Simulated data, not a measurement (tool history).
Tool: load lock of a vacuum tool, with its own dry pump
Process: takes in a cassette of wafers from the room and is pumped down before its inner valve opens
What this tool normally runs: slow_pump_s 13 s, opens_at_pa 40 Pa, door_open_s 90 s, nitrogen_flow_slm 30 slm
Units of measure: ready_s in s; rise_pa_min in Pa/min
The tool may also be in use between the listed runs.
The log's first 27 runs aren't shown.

| run | hour | slow_pump_s | opens_at_pa | door_open_s | nitrogen_flow_slm | incoming humidity of the room's air, % | ready_s | rise_pa_min |
|---|---|---|---|---|---|---|---|---|
| 28 | 12319.6 | 19 | 40 | 90 | 4 | 45.6 | 25.1 | 0.503 |
| 29 | 12765 | 19 | 40 | 213 | 9 | 44.4 | 25 | 0.579 |
| 30 | 13074 | 9 | 43 | 73 | 22 | 45.6 | 17.7 | 0.519 |
| 31 | 13612.5 | 9 | 64 | 31 | 22 | 44.4 | 17.3 | 0.525 |
| 32 | 13955.9 | 9 | 64 | 28 | 6 | 45.2 | 17 | 0.548 |
|  | 14444.7 | door's seal changed, seat wiped |
| 33 | 14493 | 13 | 37 | 37 | 33 | 41.7 | 21.1 | 0.028 |
| 34 | 14783 | 13 | 37 | 37 | 33 | 42.5 | 20.9 | 0.031 |
| 35 | 15208.6 | 13 | 37 | 37 | 33 | 42.8 | 21 | 0.026 |
| 36 | 15661.3 | 19 | 37 | 116 | 33 | 43 | 25.4 | 0.061 |

Predict each of these 5 candidate next runs independently; none follows another, all start after run 36:
| A | 16083.7 | 13 | 40 | 206 | 30 | 45.2 | ? | ? |
| B | 16083.7 | 8 | 37 | 177 | 11 | 45.4 | ? | ? |
| C | 16083.7 | 20 | 40 | 49 | 30 | 46.7 | ? | ? |
| D | 16083.7 | 7 | 29 | 198 | 30 | 44.3 | ? | ? |
| E | 16083.7 | 8 | 37 | 116 | 13 | 43.1 | ? | ? |

| run | ready_s | rise_pa_min |
|---|---|---|
| A | 20.9 | 0.109 |
| B | 17.4 | 0.137 |
| C | 26 | 0.051 |
| D | 17.1 | 0.096 |
| E | 17.4 | 0.097 |
Without the tool's hidden state the same runs would have given:
| run | ready_s | rise_pa_min |
|---|---|---|
| A | 20.1 | 0.089 |
| B | 16.5 | 0.117 |
| C | 25.4 | 0.031 |
| D | 16.1 | 0.076 |
| E | 16.5 | 0.077 |

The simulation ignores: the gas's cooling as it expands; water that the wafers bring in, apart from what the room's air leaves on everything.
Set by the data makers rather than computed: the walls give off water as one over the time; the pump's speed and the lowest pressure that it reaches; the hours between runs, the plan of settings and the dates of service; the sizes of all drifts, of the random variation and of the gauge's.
